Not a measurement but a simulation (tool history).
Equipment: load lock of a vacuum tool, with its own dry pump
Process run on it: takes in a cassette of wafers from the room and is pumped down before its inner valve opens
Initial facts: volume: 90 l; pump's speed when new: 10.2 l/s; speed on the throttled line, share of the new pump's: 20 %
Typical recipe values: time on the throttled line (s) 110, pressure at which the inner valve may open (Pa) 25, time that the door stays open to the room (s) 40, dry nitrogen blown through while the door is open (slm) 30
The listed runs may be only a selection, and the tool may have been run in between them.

run,hour,time on the throttled line (s),pressure at which the inner valve may open (Pa),time that the door stays open to the room (s),dry nitrogen blown through while the door is open (slm),"incoming humidity of the room's air, %",time from the closed door until the inner valve may open (s),rise of the pressure with all valves shut (Pa/min)
1,0,110,25,40,30,47.9,173.6,0.031
2,68.8,110,25,40,30,46.1,172.9,0.026
3,182.6,110,25,40,30,47.2,174.3,0.027
4,253,110,22,40,30,42.8,173.7,0.028
5,364.4,110,25,40,30,43.2,173.4,0.024
6,501.3,110,25,40,30,42.5,172.8,0.03
7,588,110,25,40,30,48,176.1,0.026
8,681.9,110,25,40,30,47.1,174.2,0.031
9,801.3,110,25,40,30,41.1,175.7,0.027
10,915.3,110,25,38,30,46.1,175.6,0.03
11,1058.6,110,25,38,30,44.1,176.1,0.025
12,1143.2,110,25,38,30,45.1,173.7,0.031
13,1211.6,110,25,38,30,45.4,174.1,0.029
14,1367.1,110,25,161,30,44.7,179,0.039
15,1515.2,110,25,161,30,42.1,175.7,0.037
16,1677.1,110,25,161,30,43.4,176.4,0.039
17,1756.4,110,46,40,30,44.5,170.3,0.033
18,1863,110,25,40,30,45.8,176.9,0.034
19,1973.4,70,32,40,30,40.5,144.1,0.033
20,2054.1,70,32,40,30,44.8,144.2,0.029
21,2155.5,70,32,40,16,45.2,143.9,0.035
22,2260,70,32,40,16,46.5,145.8,0.045
23,2344.8,70,32,40,16,43,146,0.04
24,2438.3,180,33,40,28,44.6,225.5,0.034
25,2539.1,180,22,127,28,44.2,229.4,0.047
26,2630.5,105,33,127,34,43.5,171.7,0.04
27,2770.6,159,47,210,6,46.8,207.9,0.072
28,2927,159,47,210,6,44.4,204.6,0.067
29,3059.4,142,40,40,24,41.8,197.8,0.035
30,3135.2,142,40,40,24,46.1,198.3,0.041
31,3245.4,110,35,40,10,46.3,173.6,0.046
32,3326.2,110,35,40,10,46.1,175.3,0.042
33,3457.7,110,35,40,10,44.8,174.9,0.047
34,3623.5,91,32,157,36,43.4,164.7,0.045
35,3700.3,91,32,157,36,46.9,161.2,0.045
36,3813.9,58,25,121,18,45.6,143,0.055

A few steps of time from the closed door until the inner valve may open (s) between consecutive runs. Split each: what settings, incoming material and random variation would produce without the hidden state, and what is left over for the hidden state, along with gauge scatter present in only one of the two compared results (measured, and without hidden state):
The tool's hidden condition here consists of: pump's speed, % of a new pump's; leak at the door's seal, Pa l/s; drift of the gauge itself on ready_s, %; drift of the gauge itself on rise_pa_min, %.
Run 23 -> 24: time on the throttled line (s) 70 -> 180, pressure at which the inner valve may open (Pa) 32 -> 33, dry nitrogen blown through while the door is open (slm) 16 -> 28. time from the closed door until the inner valve may open (s) +79.5: hidden state -6.9, all else +86.4.
Run 25 -> 26: time on the throttled line (s) 180 -> 105, pressure at which the inner valve may open (Pa) 22 -> 33, dry nitrogen blown through while the door is open (slm) 28 -> 34. time from the closed door until the inner valve may open (s) -57.7: hidden state +3.9, all else -61.6.
Run 26 -> 27: time on the throttled line (s) 105 -> 159, pressure at which the inner valve may open (Pa) 33 -> 47, time that the door stays open to the room (s) 127 -> 210, dry nitrogen blown through while the door is open (slm) 34 -> 6. time from the closed door until the inner valve may open (s) +36.2: hidden state -4.3, all else +40.5.
